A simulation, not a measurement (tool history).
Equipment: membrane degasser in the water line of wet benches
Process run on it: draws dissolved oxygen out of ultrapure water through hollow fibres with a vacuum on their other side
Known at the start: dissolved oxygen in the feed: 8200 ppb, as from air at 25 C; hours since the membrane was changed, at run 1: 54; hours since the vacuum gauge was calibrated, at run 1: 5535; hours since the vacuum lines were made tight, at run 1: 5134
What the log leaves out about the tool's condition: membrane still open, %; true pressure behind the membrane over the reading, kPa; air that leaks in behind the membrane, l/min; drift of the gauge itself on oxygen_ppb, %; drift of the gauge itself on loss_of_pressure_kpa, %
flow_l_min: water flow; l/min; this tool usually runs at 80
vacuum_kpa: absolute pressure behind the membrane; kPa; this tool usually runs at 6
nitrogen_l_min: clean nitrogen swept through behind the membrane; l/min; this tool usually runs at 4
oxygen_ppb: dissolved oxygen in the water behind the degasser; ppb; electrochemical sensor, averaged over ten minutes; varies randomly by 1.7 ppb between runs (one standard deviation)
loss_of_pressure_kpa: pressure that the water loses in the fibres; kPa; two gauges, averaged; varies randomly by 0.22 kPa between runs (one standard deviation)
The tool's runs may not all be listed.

run     day  flow_l_min  vacuum_kpa  nitrogen_l_min  hours since the membrane was changed  hours since the vacuum gauge was calibrated  hours since the vacuum lines were made tight  oxygen_ppb  loss_of_pressure_kpa
  1       0          80           6               4                                    54                                         5535                                          5134       176.8                 54.82
  2   1.938          80           6               4                                   101                                         5581                                          5180       178.7                 54.77
      2.896  -- vacuum gauge calibrated
  3   4.183          80           6               4                                   154                                           31                                          5234       166.5                 54.54
  4   8.108          80           6               4                                   249                                          125                                          5328       168.5                 54.83
  5   9.783          80           6               4                                   289                                          165                                          5368       166.6                 54.85
  6  12.362          80           6               4                                   351                                          227                                          5430       170.6                 54.96
  7   16.05          96           6               4                                   439                                          316                                          5519         215                 65.63
  8  18.275          82        4.09            4.33                                   493                                          369                                          5572        86.6                 56.02
  9  22.208          57       12.79           10.29                                   587                                          463                                          5666       150.9                 39.17
 10  24.571          57       12.79           10.29                                   644                                          520                                          5723       149.4                 39.09

Expected results for the next run?
 11  27.388          80           6            4.21                                   711                                          588                                          5791           ?                     ?

{"run 11": {"oxygen_ppb": 164.9, "loss_of_pressure_kpa": 54.9}}
With no hidden state in the tool, this same run would have given oxygen_ppb 163.9 ppb, loss_of_pressure_kpa 54.59 kPa.
